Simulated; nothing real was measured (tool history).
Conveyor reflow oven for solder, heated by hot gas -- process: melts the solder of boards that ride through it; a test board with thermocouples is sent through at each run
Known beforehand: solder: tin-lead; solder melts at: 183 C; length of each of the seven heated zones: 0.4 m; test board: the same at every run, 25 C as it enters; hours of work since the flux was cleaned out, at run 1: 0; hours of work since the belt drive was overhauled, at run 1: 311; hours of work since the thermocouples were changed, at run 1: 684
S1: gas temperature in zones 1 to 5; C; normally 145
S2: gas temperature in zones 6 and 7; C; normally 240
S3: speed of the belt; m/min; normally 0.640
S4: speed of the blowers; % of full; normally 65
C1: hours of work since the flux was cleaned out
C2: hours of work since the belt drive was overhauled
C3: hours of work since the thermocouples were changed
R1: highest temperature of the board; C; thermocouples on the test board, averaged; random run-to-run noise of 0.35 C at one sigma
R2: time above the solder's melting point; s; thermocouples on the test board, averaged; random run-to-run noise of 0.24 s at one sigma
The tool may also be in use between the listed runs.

run	hour	S1	S2	S3	S4	C1	C2	C3	R1	R2
1	0.0	145	240	0.640	65	0	311	684	221.1	61.3
2	21.1	145	248	0.640	65	11	321	694	228.0	65.1
3	50.0	145	248	0.640	65	26	336	709	227.6	65.4
4	79.5	145	248	0.640	65	41	351	724	227.2	64.9
5	97.9	145	248	0.640	65	50	361	734	227.4	65.3
6	114.8	145	240	0.640	84	59	370	743	223.6	63.5
7	137.1	145	240	0.640	65	71	381	754	220.6	61.2
8	152.7	145	240	0.640	65	79	389	762	220.4	60.9
9	175.5	145	240	0.640	65	90	401	774	220.3	61.1
10	200.8	145	240	0.640	65	103	414	787	219.6	60.9
11	219.9	145	233	0.640	65	113	424	797	214.3	56.0
12	233.3	145	248	0.640	65	120	431	804	226.4	65.4
13	253.9	145	240	0.574	65	131	441	814	222.7	71.0
14	269.7	145	240	0.640	65	139	449	822	219.8	60.7
15	292.7	160	240	0.640	65	151	461	834	222.6	69.6
16	320.6	159	247	0.712	83	165	476	849	229.0	64.5
17	335.3	145	229	0.640	71	173	483	856	211.3	54.6
18	362.8	136	247	0.640	83	187	497	870	227.4	63.2
# hour 368.4: belt drive overhauled, speed set with a stopwatch
19	381.2	145	240	0.640	64	194	7	878	219.1	60.6
20	404.9	145	240	0.640	64	206	19	890	218.8	60.3
# hour 425.1: belt drive overhauled, speed set with a stopwatch, once more
21	429.0	145	236	0.640	64	217	2	900	214.6	56.9

Estimate the outcome of run 22 from the log above:
22	445.1	150	236	0.640	77	225	10	908	?	?

Run 22 gave R1 218.4 C, R2 61.6 s.
With the hidden condition absent and the run-to-run variation left alone, this run would have shown R1 222.5 C, R2 64.4 s.

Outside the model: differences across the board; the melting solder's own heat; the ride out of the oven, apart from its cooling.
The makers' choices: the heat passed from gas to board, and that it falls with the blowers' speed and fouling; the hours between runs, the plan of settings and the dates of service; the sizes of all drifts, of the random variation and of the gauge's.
